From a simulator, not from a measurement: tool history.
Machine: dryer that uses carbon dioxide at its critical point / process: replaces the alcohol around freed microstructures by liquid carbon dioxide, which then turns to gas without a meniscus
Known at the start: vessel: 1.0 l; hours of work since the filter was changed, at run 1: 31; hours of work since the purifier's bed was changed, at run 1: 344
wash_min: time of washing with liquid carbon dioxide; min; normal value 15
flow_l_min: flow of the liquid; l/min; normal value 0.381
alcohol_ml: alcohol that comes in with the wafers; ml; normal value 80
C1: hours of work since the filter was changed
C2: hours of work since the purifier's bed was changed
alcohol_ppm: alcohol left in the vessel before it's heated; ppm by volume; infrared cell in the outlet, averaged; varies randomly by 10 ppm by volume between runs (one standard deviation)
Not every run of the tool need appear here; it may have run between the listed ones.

{"run": 1, "hour": 0.0, "wash_min": 15, "flow_l_min": 0.381, "alcohol_ml": 80, "C1": 31, "C2": 344, "alcohol_ppm": 681}
{"run": 2, "hour": 50.9, "wash_min": 15, "flow_l_min": 0.381, "alcohol_ml": 80, "C1": 68, "C2": 381, "alcohol_ppm": 708}
{"run": 3, "hour": 108.5, "wash_min": 21, "flow_l_min": 0.381, "alcohol_ml": 80, "C1": 110, "C2": 422, "alcohol_ppm": 185}
{"run": 4, "hour": 165.8, "wash_min": 21, "flow_l_min": 0.381, "alcohol_ml": 80, "C1": 151, "C2": 464, "alcohol_ppm": 187}
{"run": 5, "hour": 219.3, "wash_min": 16, "flow_l_min": 0.381, "alcohol_ml": 80, "C1": 190, "C2": 502, "alcohol_ppm": 586}
{"run": 6, "hour": 270.3, "wash_min": 16, "flow_l_min": 0.381, "alcohol_ml": 80, "C1": 227, "C2": 539, "alcohol_ppm": 631}
{"run": 7, "hour": 306.6, "wash_min": 16, "flow_l_min": 0.381, "alcohol_ml": 80, "C1": 253, "C2": 565, "alcohol_ppm": 627}
{"run": 8, "hour": 348.0, "wash_min": 18, "flow_l_min": 0.381, "alcohol_ml": 80, "C1": 283, "C2": 595, "alcohol_ppm": 406}
{"run": 9, "hour": 404.3, "wash_min": 18, "flow_l_min": 0.243, "alcohol_ml": 80, "C1": 323, "C2": 636, "alcohol_ppm": 2503}
{"run": 10, "hour": 462.6, "wash_min": 15, "flow_l_min": 0.381, "alcohol_ml": 80, "C1": 366, "C2": 678, "alcohol_ppm": 915}
{"run": 11, "hour": 530.0, "wash_min": 15, "flow_l_min": 0.381, "alcohol_ml": 80, "C1": 414, "C2": 727, "alcohol_ppm": 946}
{"run": 12, "hour": 562.6, "wash_min": 15, "flow_l_min": 0.24, "alcohol_ml": 80, "C1": 438, "C2": 750, "alcohol_ppm": 4875}
{"run": 13, "hour": 609.0, "wash_min": 15, "flow_l_min": 0.24, "alcohol_ml": 80, "C1": 471, "C2": 784, "alcohol_ppm": 4839}
{"run": 14, "hour": 666.2, "wash_min": 15, "flow_l_min": 0.24, "alcohol_ml": 80, "C1": 512, "C2": 825, "alcohol_ppm": 5149}
{"run": 15, "hour": 703.5, "wash_min": 15, "flow_l_min": 0.47, "alcohol_ml": 80, "C1": 539, "C2": 852, "alcohol_ppm": 467}
{"run": 16, "hour": 748.7, "wash_min": 23, "flow_l_min": 0.47, "alcohol_ml": 80, "C1": 572, "C2": 885, "alcohol_ppm": 179}
{"hour": 770.5, "done": "inlet filter changed"}
{"run": 17, "hour": 802.9, "wash_min": 23, "flow_l_min": 0.47, "alcohol_ml": 80, "C1": 23, "C2": 923, "alcohol_ppm": 179}
{"run": 18, "hour": 835.8, "wash_min": 23, "flow_l_min": 0.47, "alcohol_ml": 80, "C1": 47, "C2": 947, "alcohol_ppm": 190}
{"run": 19, "hour": 894.7, "wash_min": 15, "flow_l_min": 0.381, "alcohol_ml": 80, "C1": 90, "C2": 989, "alcohol_ppm": 792}
{"run": 20, "hour": 961.5, "wash_min": 15, "flow_l_min": 0.381, "alcohol_ml": 73, "C1": 138, "C2": 1037, "alcohol_ppm": 786}
{"run": 21, "hour": 1007.2, "wash_min": 15, "flow_l_min": 0.381, "alcohol_ml": 73, "C1": 171, "C2": 1070, "alcohol_ppm": 804}
{"run": 22, "hour": 1038.8, "wash_min": 19, "flow_l_min": 0.304, "alcohol_ml": 55, "C1": 194, "C2": 1093, "alcohol_ppm": 663}
{"run": 23, "hour": 1098.6, "wash_min": 19, "flow_l_min": 0.4, "alcohol_ml": 70, "C1": 237, "C2": 1136, "alcohol_ppm": 336}
{"run": 24, "hour": 1166.1, "wash_min": 19, "flow_l_min": 0.4, "alcohol_ml": 70, "C1": 286, "C2": 1185, "alcohol_ppm": 345}
{"run": 25, "hour": 1211.8, "wash_min": 12, "flow_l_min": 0.529, "alcohol_ml": 65, "C1": 319, "C2": 1218, "alcohol_ppm": 583}
{"run": 26, "hour": 1280.1, "wash_min": 15, "flow_l_min": 0.561, "alcohol_ml": 74, "C1": 368, "C2": 1268, "alcohol_ppm": 309}
{"run": 27, "hour": 1336.3, "wash_min": 15, "flow_l_min": 0.561, "alcohol_ml": 74, "C1": 408, "C2": 1308, "alcohol_ppm": 323}
{"run": 28, "hour": 1369.2, "wash_min": 13, "flow_l_min": 0.25, "alcohol_ml": 40, "C1": 432, "C2": 1332, "alcohol_ppm": 3293}

Forecast run 29:
{"hour": 1412.8, "done": "purifier's bed changed"}
{"run": 29, "hour": 1428.5, "wash_min": 13, "flow_l_min": 0.381, "alcohol_ml": 80, "C1": 473, "C2": 11, "alcohol_ppm": "?"}

{"run 29": {"alcohol_ppm": 1576}}
Minus the tool's unlogged condition, the same run would have read alcohol_ppm 1145 ppm by volume.

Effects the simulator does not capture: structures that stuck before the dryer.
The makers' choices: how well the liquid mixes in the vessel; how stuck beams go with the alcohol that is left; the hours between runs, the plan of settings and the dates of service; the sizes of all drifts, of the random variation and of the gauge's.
